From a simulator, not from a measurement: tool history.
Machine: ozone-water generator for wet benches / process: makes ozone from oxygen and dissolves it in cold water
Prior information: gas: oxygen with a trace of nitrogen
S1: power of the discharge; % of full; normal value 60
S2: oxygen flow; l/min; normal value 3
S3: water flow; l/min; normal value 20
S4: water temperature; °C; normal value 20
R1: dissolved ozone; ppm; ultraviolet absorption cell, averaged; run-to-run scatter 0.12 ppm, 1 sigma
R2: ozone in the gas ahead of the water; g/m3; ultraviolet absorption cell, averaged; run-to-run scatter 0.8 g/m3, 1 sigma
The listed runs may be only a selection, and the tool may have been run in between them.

run	hour	S1	S2	S3	S4	R1	R2
1	0	60	3	20	20	9.6	123.4
2	30.3	60	3.95	20	20	9.9	107
3	53.1	60	3.95	20	20	10.1	107.9
4	81.3	60	3.95	20	20	9.9	106.2
5	123.7	60	3.95	20	20	10	108.7
6	168.4	60	3.39	20	20	9.6	115.5
7	197.3	60	2.41	20	20	9.1	134.8
8	241	60	2.41	20	20	9.1	134.3
9	277.6	77	2.41	20	20	10.9	164.3
10	307.5	77	2.41	20	20	10.9	163.5
11	333.3	60	2.61	20	20	9.1	129.4
12	352.6	60	2.61	20	20	9.3	129.7
13	392.4	60	2.61	20	20	9.3	129.6
14	413.4	60	3	20	20	9.5	122.2
15	454.2	76	3.9	18	20	12.8	128.3
16	488.4	76	3.9	18	20	12.9	130.8
17	533.4	76	3.9	18	20	12.7	129.7
18	563.6	60	1.99	29	20	5.5	148.3
19	591.9	60	1.99	29	20	5.6	147.9
20	625.5	60	1.99	29	20	5.9	146.5
21	669.9	60	1.99	29	20	5.7	146
22	688.5	60	3.07	14	20	12.7	119.2
23	718.9	60	3.07	14	20	12.5	120.1
24	762.7	60	3.07	14	20	12.7	121.6
25	807	63	3	20	15	10.3	126
26	850.8	63	1.89	16	13	11.3	158.3
27	881	52	4.16	16	13	11.5	94.7
28	906.8	52	1.59	13	19	10.9	146.7

Each run again, without the hidden state but with its own random variation kept:
Hidden state at play: yield of the discharge, % of new electrodes'; contactor's efficiency, % of a clean one's; true water temperature over the reading, C; drift of the gauge itself on ozone_ppm, %; drift of the gauge itself on gas_g_m3, %.
run	R1	R2
1	10.3	125.3
2	10.5	108.7
3	10.8	109.7
4	10.6	108.1
5	10.7	110.7
6	10.4	117.7
7	9.8	137.5
8	9.8	137.2
9	11.8	168.7
10	11.8	168
11	9.9	132.5
12	10.1	132.8
13	10.1	132.8
14	10.3	125.3
15	13.9	132.3
16	14	135.1
17	13.9	134.1
18	6.1	152.5
19	6.1	152.3
20	6.5	151
21	6.2	150.6
22	13.8	123
23	13.5	124
24	13.7	125.7
25	11.3	130.6
26	12.3	164.2
27	12.6	97.7
28	11.7	151.4
